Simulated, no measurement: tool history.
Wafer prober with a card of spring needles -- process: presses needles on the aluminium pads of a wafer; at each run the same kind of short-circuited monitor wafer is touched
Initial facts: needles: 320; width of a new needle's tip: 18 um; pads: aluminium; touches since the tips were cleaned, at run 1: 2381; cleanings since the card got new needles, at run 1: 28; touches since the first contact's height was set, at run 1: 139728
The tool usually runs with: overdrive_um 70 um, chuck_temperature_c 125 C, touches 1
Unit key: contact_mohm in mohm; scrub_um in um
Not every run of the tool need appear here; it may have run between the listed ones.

run	hour	overdrive_um	chuck_temperature_c	touches	touches since the tips were cleaned	cleanings since the card got new needles	touches since the first contact's height was set	contact_mohm	scrub_um
1	0.0	70	125	1	2381	28	139728	327	9.53
# hour 8.1: tips cleaned on abrasive film
2	11.6	70	102	1	823	29	142419	285	9.54
# hour 27.4: tips cleaned on abrasive film
3	31.6	70	125	1	972	30	147055	306	9.50
# hour 45.7: tips cleaned on abrasive film
4	48.1	70	125	1	561	31	150906	291	9.51
# hour 64.4: tips cleaned on abrasive film
5	68.3	52	125	1	903	32	155584	326	6.96
6	81.1	52	125	1	3900	32	158581	402	6.94
# hour 82.9: tips cleaned on abrasive film
7	98.1	52	125	1	3544	33	162533	401	6.92
# hour 101.3: tips cleaned on abrasive film
8	116.3	52	125	1	3487	34	166756	394	6.88
# hour 119.7: tips cleaned on abrasive film
9	129.0	52	125	2	2181	35	169718	331	6.87
# hour 139.0: tips cleaned on abrasive film
# hour 157.0: tips cleaned on abrasive film
10	157.1	52	125	2	16	37	176220	284	6.84
# hour 159.4: height of the first contact set anew
11	171.2	52	125	2	3254	37	2769	344	7.33
# hour 175.8: tips cleaned on abrasive film
# hour 194.2: tips cleaned on abrasive film
12	198.2	70	28	1	941	39	9032	276	9.92
# hour 212.1: tips cleaned on abrasive film
13	215.0	70	125	1	680	40	12928	287	9.85
14	228.5	62	125	1	3836	40	16084	361	8.74
# hour 230.6: tips cleaned on abrasive film
15	243.6	70	107	1	3056	41	19593	325	9.83
# hour 249.8: tips cleaned on abrasive film
# hour 269.2: tips cleaned on abrasive film
16	269.2	70	107	1	0	43	25517	273	9.83
# hour 288.0: tips cleaned on abrasive film
17	293.7	53	107	1	1327	44	31212	327	7.41
# hour 307.1: tips cleaned on abrasive film
18	308.4	53	107	1	310	45	34633	288	7.41
# hour 325.7: tips cleaned on abrasive film
19	328.7	53	107	1	706	46	39363	304	7.37
20	342.2	53	107	1	3849	46	42506	404	7.37
# hour 343.7: tips cleaned on abrasive film
# hour 361.5: tips cleaned on abrasive film
21	368.0	78	44	1	1512	48	48494	283	10.87
# hour 380.2: tips cleaned on abrasive film
22	382.7	78	44	1	593	49	51902	260	10.83
23	396.8	58	44	2	3890	49	55199	319	8.02
# hour 399.3: tips cleaned on abrasive film
24	408.6	67	125	2	2167	50	57929	304	9.27
# hour 418.4: tips cleaned on abrasive film
25	435.3	66	125	1	3941	51	64139	357	9.14
# hour 437.0: tips cleaned on abrasive film
# hour 455.9: tips cleaned on abrasive film
26	460.2	66	125	1	995	53	69913	305	9.07
# hour 474.7: tips cleaned on abrasive film
27	485.4	82	56	2	2487	54	75776	277	11.38
# hour 492.9: tips cleaned on abrasive film
# hour 512.0: tips cleaned on abrasive film
28	512.4	82	56	2	86	56	82034	254	11.31
29	523.7	82	56	2	2732	56	84680	281	11.32
# hour 531.1: tips cleaned on abrasive film
# hour 549.0: tips cleaned on abrasive film
30	549.0	70	125	1	0	58	90551	275	9.63
31	561.2	86	92	2	2854	58	93405	286	11.88
# hour 567.1: tips cleaned on abrasive film
32	581.5	78	92	2	3364	59	98131	293	10.72
# hour 585.6: tips cleaned on abrasive film
# hour 603.7: tips cleaned on abrasive film
33	606.7	68	125	1	695	61	103966	294	9.28

3 ways to go on from here, each from the tool as it stands after run 33. What would each give?
A	619.1	68	93	2	3577	61	106848	?	?
B	619.1	72	63	1	3577	61	106848	?	?
C	619.1	66	125	2	3577	61	106848	?	?

run	contact_mohm	scrub_um
A	310	9.29
B	326	9.84
C	313	8.98
Without the tool's hidden state the same runs would have given:
run	contact_mohm	scrub_um
A	259	9.64
B	247	10.20
C	262	9.34
